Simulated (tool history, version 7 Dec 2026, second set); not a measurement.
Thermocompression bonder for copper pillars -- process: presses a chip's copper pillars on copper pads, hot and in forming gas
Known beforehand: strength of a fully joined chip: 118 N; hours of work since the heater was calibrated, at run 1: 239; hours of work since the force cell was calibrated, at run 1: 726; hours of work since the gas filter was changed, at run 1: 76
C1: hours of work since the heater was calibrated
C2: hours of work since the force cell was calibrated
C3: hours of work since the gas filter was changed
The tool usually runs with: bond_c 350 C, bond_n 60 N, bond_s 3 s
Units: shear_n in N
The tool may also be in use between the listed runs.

Run 1, hour 0.0: usual settings; C1 239; C2 726; C3 76. Result: shear_n 68.3 N.
Run 2, hour 16.2: usual settings; C1 249; C2 737; C3 87. Result: shear_n 65.9 N.
Run 3, hour 31.4: usual settings but bond_n 72 N; C1 260; C2 747; C3 97. Result: shear_n 76.0 N.
Run 4, hour 45.9: usual settings but bond_n 72 N; C1 269; C2 756; C3 106. Result: shear_n 75.6 N.
Run 5, hour 53.0: usual settings; C1 274; C2 761; C3 111. Result: shear_n 65.8 N.
Run 6, hour 61.4: usual settings; C1 280; C2 767; C3 117. Result: shear_n 65.7 N.
Run 7, hour 75.3: usual settings; C1 289; C2 776; C3 126. Result: shear_n 66.4 N.
Run 8, hour 84.2: usual settings; C1 295; C2 782; C3 132. Result: shear_n 64.4 N.
Run 9, hour 91.7: usual settings but bond_s 7 s; C1 300; C2 787; C3 137. Result: shear_n 84.0 N.
Run 10, hour 102.0: usual settings; C1 307; C2 794; C3 144. Result: shear_n 64.5 N.
Run 11, hour 117.3: usual settings; C1 317; C2 804; C3 154. Result: shear_n 65.0 N.
Run 12, hour 128.8: usual settings; C1 325; C2 812; C3 162. Result: shear_n 63.7 N.
At hour 131.6: forming gas filter changed.
Run 13, hour 143.1: usual settings; C1 334; C2 821; C3 8. Result: shear_n 66.9 N.
Run 14, hour 155.9: usual settings; C1 342; C2 829; C3 16. Result: shear_n 69.6 N.
Run 15, hour 164.6: usual settings but bond_n 52 N; C1 348; C2 835; C3 22. Result: shear_n 59.9 N.
Run 16, hour 172.5: usual settings but bond_n 52 N; C1 353; C2 840; C3 27. Result: shear_n 60.3 N.
Run 17, hour 182.8: usual settings but bond_c 357 C, bond_n 75 N, bond_s 2 s; C1 360; C2 847; C3 34. Result: shear_n 75.3 N.
Run 18, hour 191.3: usual settings but bond_c 330 C, bond_s 5 s; C1 366; C2 853; C3 40. Result: shear_n 64.3 N.
Run 19, hour 203.7: usual settings but bond_c 330 C, bond_n 43 N; C1 374; C2 861; C3 48. Result: shear_n 39.8 N.
Run 20, hour 214.5: usual settings but bond_c 359 C, bond_n 39 N, bond_s 4 s; C1 381; C2 868; C3 55. Result: shear_n 55.9 N.
Run 21, hour 222.2: usual settings but bond_c 359 C, bond_n 39 N, bond_s 4 s; C1 386; C2 874; C3 60. Result: shear_n 55.9 N.
At hour 224.8: force cell calibrated.
Run 22, hour 239.0: usual settings but bond_c 359 C, bond_n 39 N, bond_s 8 s; C1 397; C2 9; C3 71. Result: shear_n 66.6 N.
Run 23, hour 252.8: usual settings but bond_s 5 s; C1 406; C2 19; C3 80. Result: shear_n 76.1 N.
At hour 256.5: force cell calibrated, once more.
Run 24, hour 265.1: usual settings but bond_c 376 C, bond_s 8 s; C1 413; C2 6; C3 87. Result: shear_n 101.8 N.
Run 25, hour 272.4: usual settings but bond_s 2 s; C1 418; C2 11; C3 92. Result: shear_n 62.7 N.
Run 26, hour 282.6: usual settings but bond_s 7 s; C1 425; C2 17; C3 99. Result: shear_n 86.4 N.
Run 27, hour 290.0: usual settings but bond_s 7 s; C1 430; C2 22; C3 104. Result: shear_n 86.1 N.
Run 28, hour 302.1: usual settings but bond_c 339 C, bond_n 76 N; C1 438; C2 30; C3 112. Result: shear_n 74.0 N.
Run 29, hour 319.1: usual settings but bond_c 374 C, bond_n 49 N, bond_s 2 s; C1 449; C2 42; C3 123. Result: shear_n 65.0 N.
Run 30, hour 335.9: usual settings but bond_c 349 C, bond_n 67 N, bond_s 5 s; C1 460; C2 53; C3 134. Result: shear_n 84.7 N.
Run 31, hour 351.8: usual settings but bond_c 349 C, bond_n 67 N, bond_s 5 s; C1 471; C2 64; C3 145. Result: shear_n 82.6 N.
Run 32, hour 360.4: usual settings but bond_c 338 C, bond_n 69 N; C1 477; C2 69; C3 150. Result: shear_n 68.5 N.

Forecast each of these 3 alternatives for the next run:
Run A, hour 372.5: usual settings but bond_c 360 C, bond_s 9 s; C1 485; C2 77; C3 158. Result: shear_n ?.
Run B, hour 372.5: usual settings but bond_c 356 C, bond_n 79 N, bond_s 6 s; C1 485; C2 77; C3 158. Result: shear_n ?.
Run C, hour 372.5: usual settings but bond_c 354 C, bond_n 69 N; C1 485; C2 77; C3 158. Result: shear_n ?.

run  shear_n
  A     93.8
  B     94.9
  C     77.8
Take away the tool's hidden state, keep each run's random variation, and the runs would have read:
run  shear_n
  A    101.3
  B    102.4
  C     84.7
